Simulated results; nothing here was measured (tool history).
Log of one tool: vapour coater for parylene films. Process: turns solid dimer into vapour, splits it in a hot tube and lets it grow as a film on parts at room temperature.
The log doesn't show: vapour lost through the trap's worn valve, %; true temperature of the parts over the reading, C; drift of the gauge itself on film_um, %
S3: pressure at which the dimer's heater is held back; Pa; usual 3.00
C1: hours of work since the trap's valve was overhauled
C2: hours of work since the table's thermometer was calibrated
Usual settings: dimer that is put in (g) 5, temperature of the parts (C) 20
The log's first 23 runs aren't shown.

Run 24, hour 419.1: usual settings but S3 5.36 Pa; C1 340; C2 405. Result: thickness of the film (µm) 1.835.
Run 25, hour 432.0: usual settings but dimer that is put in (g) 9, temperature of the parts (C) 21, S3 2.48 Pa; C1 350; C2 416. Result: thickness of the film (µm) 3.765.
Run 26, hour 443.7: usual settings but dimer that is put in (g) 9, temperature of the parts (C) 14, S3 2.48 Pa; C1 360; C2 425. Result: thickness of the film (µm) 5.113.
At hour 446.8: table's thermometer calibrated.
Run 27, hour 461.0: usual settings but dimer that is put in (g) 9, temperature of the parts (C) 14, S3 2.48 Pa; C1 373; C2 11. Result: thickness of the film (µm) 5.089.
Run 28, hour 476.1: usual settings but dimer that is put in (g) 9, temperature of the parts (C) 14, S3 2.48 Pa; C1 385; C2 23. Result: thickness of the film (µm) 5.102.
Run 29, hour 495.0: usual settings but dimer that is put in (g) 4; C1 400; C2 39. Result: thickness of the film (µm) 1.667.
Run 30, hour 511.7: usual settings but dimer that is put in (g) 3, temperature of the parts (C) 19, S3 11.38 Pa; C1 413; C2 52. Result: thickness of the film (µm) 0.969.
Run 31, hour 535.3: usual settings but dimer that is put in (g) 3, temperature of the parts (C) 19, S3 11.38 Pa; C1 432; C2 71. Result: thickness of the film (µm) 0.963.
At hour 556.7: table's thermometer calibrated, once more.
Run 32, hour 558.3: usual settings but temperature of the parts (C) 17; C1 450; C2 1. Result: thickness of the film (µm) 2.311.
Run 33, hour 581.1: usual settings but dimer that is put in (g) 4, S3 5.04 Pa; C1 468; C2 20. Result: thickness of the film (µm) 1.437.
Run 34, hour 592.5: usual settings but dimer that is put in (g) 3, temperature of the parts (C) 17, S3 3.26 Pa; C1 477; C2 29. Result: thickness of the film (µm) 1.355.
Run 35, hour 616.0: usual settings but dimer that is put in (g) 3, temperature of the parts (C) 17, S3 3.26 Pa; C1 496; C2 47. Result: thickness of the film (µm) 1.353.
Run 36, hour 631.8: usual settings but dimer that is put in (g) 4, temperature of the parts (C) 17, S3 4.00 Pa; C1 509; C2 60. Result: thickness of the film (µm) 1.720.
Run 37, hour 643.7: usual settings but dimer that is put in (g) 4, temperature of the parts (C) 30, S3 4.67 Pa; C1 518; C2 70. Result: thickness of the film (µm) 0.947.
Run 38, hour 660.4: usual settings but dimer that is put in (g) 8, temperature of the parts (C) 26, S3 2.14 Pa; C1 532; C2 83. Result: thickness of the film (µm) 2.667.
Run 39, hour 677.6: usual settings but dimer that is put in (g) 8, temperature of the parts (C) 26, S3 2.14 Pa; C1 545; C2 97. Result: thickness of the film (µm) 2.667.
Run 40, hour 691.8: usual settings but dimer that is put in (g) 8, temperature of the parts (C) 26, S3 2.14 Pa; C1 557; C2 108. Result: thickness of the film (µm) 2.658.
Run 41, hour 711.9: usual settings but dimer that is put in (g) 8, temperature of the parts (C) 26, S3 2.14 Pa; C1 573; C2 124. Result: thickness of the film (µm) 2.640.

3 ways to go on from here, each from the tool as it stands after run 41. What would each give?
Run A, hour 726.8: usual settings but dimer that is put in (g) 2, temperature of the parts (C) 13, S3 2.14 Pa; C1 585; C2 136. Result: thickness of the film (µm) ?.
Run B, hour 726.8: usual settings but dimer that is put in (g) 8, temperature of the parts (C) 18, S3 2.21 Pa; C1 585; C2 136. Result: thickness of the film (µm) ?.
Run C, hour 726.8: usual settings but dimer that is put in (g) 8, temperature of the parts (C) 26, S3 2.14 Pa; C1 585; C2 136. Result: thickness of the film (µm) ?.

run  thickness of the film (µm)
  A                       1.150
  B                       3.726
  C                       2.647
Without the tool's hidden state the same runs would have given:
run  thickness of the film (µm)
  A                       1.262
  B                       4.086
  C                       2.902

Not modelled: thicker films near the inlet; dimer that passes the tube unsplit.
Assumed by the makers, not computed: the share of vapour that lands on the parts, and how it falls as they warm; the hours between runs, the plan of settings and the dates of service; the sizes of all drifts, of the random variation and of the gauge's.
